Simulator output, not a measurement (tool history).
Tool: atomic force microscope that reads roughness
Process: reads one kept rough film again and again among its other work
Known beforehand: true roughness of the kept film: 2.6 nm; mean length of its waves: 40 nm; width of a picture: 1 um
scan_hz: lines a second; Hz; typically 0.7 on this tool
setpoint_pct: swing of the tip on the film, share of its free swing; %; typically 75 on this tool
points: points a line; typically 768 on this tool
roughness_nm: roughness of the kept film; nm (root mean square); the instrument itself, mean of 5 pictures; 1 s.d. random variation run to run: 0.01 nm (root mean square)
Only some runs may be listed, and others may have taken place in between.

run 1 hour=0 | scan_hz=0.7 setpoint_pct=75 points=768 | roughness_nm=2.02
run 2 hour=34.1 | scan_hz=0.7 setpoint_pct=75 points=768 | roughness_nm=1.962
-- hour=43.8 new tip fitted
run 3 hour=49.4 | scan_hz=0.693 setpoint_pct=75 points=768 | roughness_nm=2.38
run 4 hour=65.6 | scan_hz=1.186 setpoint_pct=75 points=768 | roughness_nm=2.309
run 5 hour=88.4 | scan_hz=1.186 setpoint_pct=75 points=768 | roughness_nm=2.245
run 6 hour=118.3 | scan_hz=1.186 setpoint_pct=58 points=768 | roughness_nm=2.218
run 7 hour=141.5 | scan_hz=0.619 setpoint_pct=75 points=768 | roughness_nm=2.138
run 8 hour=155.6 | scan_hz=0.619 setpoint_pct=75 points=768 | roughness_nm=2.103
run 9 hour=180.9 | scan_hz=0.619 setpoint_pct=75 points=768 | roughness_nm=2.04
run 10 hour=210.4 | scan_hz=1.197 setpoint_pct=87 points=955 | roughness_nm=1.877
-- hour=227.4 new tip fitted
run 11 hour=243.2 | scan_hz=1.122 setpoint_pct=87 points=955 | roughness_nm=2.255
run 12 hour=267.9 | scan_hz=0.75 setpoint_pct=87 points=955 | roughness_nm=2.232
-- hour=270.8 height scale calibrated on a step standard
run 13 hour=293.5 | scan_hz=0.679 setpoint_pct=75 points=436 | roughness_nm=2.191
run 14 hour=312.6 | scan_hz=0.679 setpoint_pct=75 points=436 | roughness_nm=2.16
run 15 hour=331.7 | scan_hz=0.679 setpoint_pct=75 points=436 | roughness_nm=2.112
run 16 hour=360.6 | scan_hz=3.125 setpoint_pct=63 points=282 | roughness_nm=1.986
run 17 hour=388.8 | scan_hz=0.609 setpoint_pct=78 points=282 | roughness_nm=1.988

Consider 4 possible next runs. They are alternatives, not a sequence: every one starts from the tool as it was left by run 17. What does each give?
-- hour=411.1 new tip fitted
run A hour=413 | scan_hz=0.609 setpoint_pct=78 points=342 | roughness_nm=?
-- hour=411.1 new tip fitted
run B hour=413 | scan_hz=0.526 setpoint_pct=74 points=768 | roughness_nm=?
-- hour=411.1 new tip fitted
run C hour=413 | scan_hz=0.609 setpoint_pct=84 points=282 | roughness_nm=?
-- hour=411.1 new tip fitted
run D hour=413 | scan_hz=0.609 setpoint_pct=62 points=282 | roughness_nm=?

run=A roughness_nm=2.38
run=B roughness_nm=2.413
run=C roughness_nm=2.367
run=D roughness_nm=2.397
Take away the tool's hidden state, keep each run's random variation, and the runs would have read:
run=A roughness_nm=2.377
run=B roughness_nm=2.41
run=C roughness_nm=2.365
run=D roughness_nm=2.394
